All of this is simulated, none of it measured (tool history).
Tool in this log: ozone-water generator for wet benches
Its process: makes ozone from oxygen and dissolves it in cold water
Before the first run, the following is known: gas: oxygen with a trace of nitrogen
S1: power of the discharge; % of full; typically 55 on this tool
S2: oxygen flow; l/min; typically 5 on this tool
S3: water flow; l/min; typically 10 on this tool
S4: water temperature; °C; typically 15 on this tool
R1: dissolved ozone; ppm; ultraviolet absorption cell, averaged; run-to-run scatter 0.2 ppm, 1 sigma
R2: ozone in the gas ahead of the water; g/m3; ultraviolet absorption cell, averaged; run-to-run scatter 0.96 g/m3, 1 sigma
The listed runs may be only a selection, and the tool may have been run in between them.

Run 1, hour 0: usual settings. Result: R1 26.9 ppm, R2 157.5 g/m3.
Run 2, hour 62.3: usual settings. Result: R1 26.7 ppm, R2 156.5 g/m3.
Run 3, hour 109.1: usual settings. Result: R1 26.8 ppm, R2 158 g/m3.
Run 4, hour 172.3: usual settings. Result: R1 26.3 ppm, R2 157.5 g/m3.
Run 5, hour 206.3: usual settings. Result: R1 26.4 ppm, R2 158.4 g/m3.
Run 6, hour 250.2: usual settings. Result: R1 26.5 ppm, R2 158.8 g/m3.
Run 7, hour 292.3: usual settings. Result: R1 26.6 ppm, R2 157.4 g/m3.
Run 8, hour 345.4: usual settings but S1 45 % of full, S3 16 l/min, S4 13 °C. Result: R1 16.9 ppm, R2 132.4 g/m3.
Run 9, hour 381.5: usual settings but S1 51 % of full, S3 12 l/min. Result: R1 22 ppm, R2 146.9 g/m3.
Run 10, hour 409.4: usual settings but S1 42 % of full, S2 2.58 l/min, S4 23 °C. Result: R1 16.5 ppm, R2 154.1 g/m3.
Run 11, hour 473.3: usual settings but S1 61 % of full, S2 2.58 l/min, S3 6 l/min, S4 10 °C. Result: R1 38.9 ppm, R2 212.1 g/m3.

Branching from run 11: 3 alternative next runs. What would each branch give?
Run A, hour 530.1: usual settings but S1 61 % of full, S2 4.16 l/min, S4 16 °C. Result: R1 ?, R2 ?.
Run B, hour 530.1: usual settings but S2 7.72 l/min, S3 13 l/min. Result: R1 ?, R2 ?.
Run C, hour 530.1: usual settings but S3 11 l/min, S4 21 °C. Result: R1 ?, R2 ?.

run    R1     R2
  A  27.9  181.4
  B  23.5  135.8
  C  22.5  156.9
What these runs would have given with no unlogged condition in the tool:
run    R1     R2
  A  30.8  190.4
  B    26  141.8
  C  24.7  163.8
